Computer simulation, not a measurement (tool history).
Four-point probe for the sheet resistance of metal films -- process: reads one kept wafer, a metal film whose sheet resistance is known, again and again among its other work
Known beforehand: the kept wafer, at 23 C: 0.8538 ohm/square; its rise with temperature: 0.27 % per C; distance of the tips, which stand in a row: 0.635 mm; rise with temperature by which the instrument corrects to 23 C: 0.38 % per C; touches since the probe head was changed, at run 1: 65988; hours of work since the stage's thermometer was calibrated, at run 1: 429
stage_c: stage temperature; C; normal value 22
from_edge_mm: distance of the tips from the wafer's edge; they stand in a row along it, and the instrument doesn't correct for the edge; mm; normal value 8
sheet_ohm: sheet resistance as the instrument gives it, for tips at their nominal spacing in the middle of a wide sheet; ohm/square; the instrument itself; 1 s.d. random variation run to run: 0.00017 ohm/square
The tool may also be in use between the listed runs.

run,hour,stage_c,from_edge_mm,touches since the probe head was changed,hours of work since the stage's thermometer was calibrated,sheet_ohm
1,0.0,22,8,65988,429,0.854754
2,8.3,22,8,66288,435,0.855003
3,19.3,22,8,66684,442,0.854599
4,33.6,22,8,67202,453,0.854607
5,49.3,22,8,67768,464,0.854754
6,64.2,22,8,68307,474,0.854575
7,79.5,22,8,68859,485,0.854439
8,93.3,22,8,69356,495,0.854420
9,104.7,20,8,69769,503,0.856164
10,114.5,20,8,70123,510,0.856429
11,127.6,20,8,70594,520,0.856351
12,134.5,22,72,70845,524,0.851384
13,147.9,26,72,71329,534,0.847730
14,161.9,26,72,71836,544,0.847705
15,175.6,20,8,72328,554,0.856543
16,184.5,22,4,72649,560,0.862830
17,200.2,22,34,73217,571,0.851179
18,215.9,29,5,73785,582,0.852167
19,224.0,33,60,74076,588,0.841118
20,237.4,25,22,74561,598,0.848750
21,244.1,34,3,74802,603,0.859752
22,256.3,25,53,75244,611,0.848470
23,265.7,25,53,75584,618,0.847999
24,275.7,19,4,75945,625,0.865367
25,284.1,18,20,76247,631,0.855376
26,292.1,18,20,76536,637,0.855194
27,306.6,19,5,77061,647,0.861124
28,314.3,19,5,77339,653,0.861080

Predict each of these 3 candidate next runs independently; none follows another, all start after run 28:
A,327.3,19,5,77807,662,?
B,327.3,25,12,77807,662,?
C,327.3,34,27,77807,662,?

run,sheet_ohm
A,0.860907
B,0.849095
C,0.839732
The same runs, with their run-to-run variation unchanged, on a tool lacking any hidden condition would have given:
run,sheet_ohm
A,0.864970
B,0.853109
C,0.843709

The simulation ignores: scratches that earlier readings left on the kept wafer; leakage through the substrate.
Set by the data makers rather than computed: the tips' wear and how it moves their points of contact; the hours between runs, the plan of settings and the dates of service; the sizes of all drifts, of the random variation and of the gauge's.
